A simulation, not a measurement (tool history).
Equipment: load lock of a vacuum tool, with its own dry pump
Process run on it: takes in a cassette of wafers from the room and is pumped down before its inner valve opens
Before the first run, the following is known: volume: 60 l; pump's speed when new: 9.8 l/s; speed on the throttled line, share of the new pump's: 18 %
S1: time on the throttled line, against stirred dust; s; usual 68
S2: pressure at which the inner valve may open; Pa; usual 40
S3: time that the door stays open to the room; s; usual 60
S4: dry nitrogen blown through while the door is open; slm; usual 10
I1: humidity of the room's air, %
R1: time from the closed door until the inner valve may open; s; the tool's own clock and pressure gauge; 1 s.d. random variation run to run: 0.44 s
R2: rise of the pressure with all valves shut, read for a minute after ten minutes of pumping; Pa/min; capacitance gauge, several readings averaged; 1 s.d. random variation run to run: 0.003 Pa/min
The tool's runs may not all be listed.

Run 1, hour 0: usual settings; I1 44.3. Result: R1 108.2 s, R2 0.679 Pa/min.
Run 2, hour 643.9: usual settings; I1 48.7. Result: R1 108.3 s, R2 0.714 Pa/min.
Run 3, hour 1244.3: usual settings but S4 13 slm; I1 44.4. Result: R1 108.9 s, R2 0.729 Pa/min.
Run 4, hour 1744: usual settings but S4 13 slm; I1 41.1. Result: R1 109.5 s, R2 0.763 Pa/min.
At hour 2050.5: door's seal changed, seat wiped.
Run 5, hour 2248.5: usual settings but S4 13 slm; I1 41.7. Result: R1 109.8 s, R2 0.032 Pa/min.
Run 6, hour 2826.1: usual settings but S4 13 slm; I1 45.1. Result: R1 110.4 s, R2 0.041 Pa/min.
Run 7, hour 3447.1: usual settings but S4 13 slm; I1 42.9. Result: R1 111 s, R2 0.045 Pa/min.
Run 8, hour 3980.8: usual settings but S4 20 slm; I1 42.9. Result: R1 110.1 s, R2 0.048 Pa/min.
Run 9, hour 4583.1: usual settings but S4 20 slm; I1 41.4. Result: R1 111.4 s, R2 0.053 Pa/min.
Run 10, hour 4977: usual settings but S3 85 s, S4 20 slm; I1 44.7. Result: R1 111.7 s, R2 0.071 Pa/min.
Run 11, hour 5475.2: usual settings but S3 85 s, S4 20 slm; I1 45.5. Result: R1 111.9 s, R2 0.072 Pa/min.
Run 12, hour 5818.7: usual settings but S3 85 s, S4 20 slm; I1 45.2. Result: R1 111.4 s, R2 0.081 Pa/min.
Run 13, hour 6333.7: usual settings but S3 85 s, S4 20 slm; I1 44. Result: R1 112.7 s, R2 0.09 Pa/min.
Run 14, hour 6846.3: usual settings but S4 7 slm; I1 46.3. Result: R1 113.2 s, R2 0.098 Pa/min.
At hour 7300.4: dry pump taken out, an overhauled one fitted.
Run 15, hour 7410.1: usual settings; I1 42.9. Result: R1 103.4 s, R2 0.099 Pa/min.
Run 16, hour 7907.7: usual settings; I1 45.4. Result: R1 103.5 s, R2 0.109 Pa/min.
Run 17, hour 8511.7: usual settings; I1 39.9. Result: R1 103.8 s, R2 0.116 Pa/min.
Run 18, hour 9168.1: usual settings; I1 47.1. Result: R1 104 s, R2 0.136 Pa/min.
Run 19, hour 9703.5: usual settings; I1 44.3. Result: R1 105.4 s, R2 0.141 Pa/min.
Run 20, hour 10360.8: usual settings but S1 69 s, S2 61 Pa, S3 76 s, S4 18 slm; I1 46.8. Result: R1 103.6 s, R2 0.16 Pa/min.
Run 21, hour 10722.8: usual settings but S2 36 Pa, S4 39 slm; I1 45. Result: R1 106 s, R2 0.146 Pa/min.
Run 22, hour 11329: usual settings but S4 15 slm; I1 43.7. Result: R1 105.6 s, R2 0.168 Pa/min.
Run 23, hour 11909.2: usual settings but S4 15 slm; I1 44.5. Result: R1 106.6 s, R2 0.185 Pa/min.
Run 24, hour 12477.5: usual settings but S3 64 s, S4 15 slm; I1 43.9. Result: R1 106.2 s, R2 0.199 Pa/min.
Run 25, hour 12830.6: usual settings but S2 58 Pa, S3 34 s, S4 15 slm; I1 45.3. Result: R1 104.5 s, R2 0.198 Pa/min.
Run 26, hour 13207.2: usual settings but S1 80 s, S2 67 Pa, S3 54 s, S4 19 slm; I1 44.6. Result: R1 113.4 s, R2 0.213 Pa/min.
Run 27, hour 13687.3: usual settings but S1 84 s, S2 37 Pa, S3 203 s, S4 18 slm; I1 46.5. Result: R1 120.9 s, R2 0.259 Pa/min.
Run 28, hour 14129.9: usual settings but S1 84 s, S2 37 Pa, S3 203 s, S4 18 slm; I1 44.7. Result: R1 121.3 s, R2 0.261 Pa/min.
Run 29, hour 14420.5: usual settings but S1 96 s, S2 44 Pa, S3 49 s; I1 46.5. Result: R1 130.1 s, R2 0.249 Pa/min.
Run 30, hour 15043.1: usual settings but S1 125 s, S2 44 Pa, S3 28 s; I1 44.5. Result: R1 154 s, R2 0.26 Pa/min.
Run 31, hour 15449.9: usual settings but S1 125 s, S2 44 Pa, S3 28 s; I1 48.3. Result: R1 153 s, R2 0.262 Pa/min.
Run 32, hour 16010.1: usual settings but S1 50 s, S2 44 Pa, S3 28 s; I1 47.3. Result: R1 94.5 s, R2 0.285 Pa/min.
Run 33, hour 16600.7: usual settings but S1 50 s, S2 44 Pa, S3 28 s; I1 43.1. Result: R1 94.5 s, R2 0.307 Pa/min.
Run 34, hour 17076.4: usual settings but S1 50 s, S2 44 Pa, S3 28 s; I1 45.8. Result: R1 95.2 s, R2 0.314 Pa/min.
Run 35, hour 17665.3: usual settings but S1 44 s, S2 78 Pa, S3 172 s, S4 18 slm; I1 42.2. Result: R1 86.7 s, R2 0.351 Pa/min.
Run 36, hour 17948.3: usual settings but S1 118 s, S2 30 Pa, S3 172 s, S4 18 slm; I1 45.9. Result: R1 151.8 s, R2 0.372 Pa/min.

Some steps in R1 between neighbouring runs. How much of each would the tool show without its hidden state too (settings, what came in, random variation), and how much is left for the hidden state, with any gauge scatter that isn't in both results?
Unlogged tool condition in this case: pump's speed, % of a new pump's; leak at the door's seal, Pa l/s; drift of the gauge itself on ready_s, %; drift of the gauge itself on rise_pa_min, %.
Run 14 -> 15: S4 7 -> 10, dry pump taken out, an overhauled one fitted. R1 -9.8 s: hidden state -9.4, all else -0.4.
Run 29 -> 30: S1 96 -> 125, S3 49 -> 28. R1 +23.9 s: hidden state -0.2, all else +24.1.
Run 31 -> 32: S1 125 -> 50. R1 -58.5 s: hidden state +2.1, all else -60.6.
Run 35 -> 36: S1 44 -> 118, S2 78 -> 30. R1 +65.1 s: hidden state -1.2, all else +66.3.
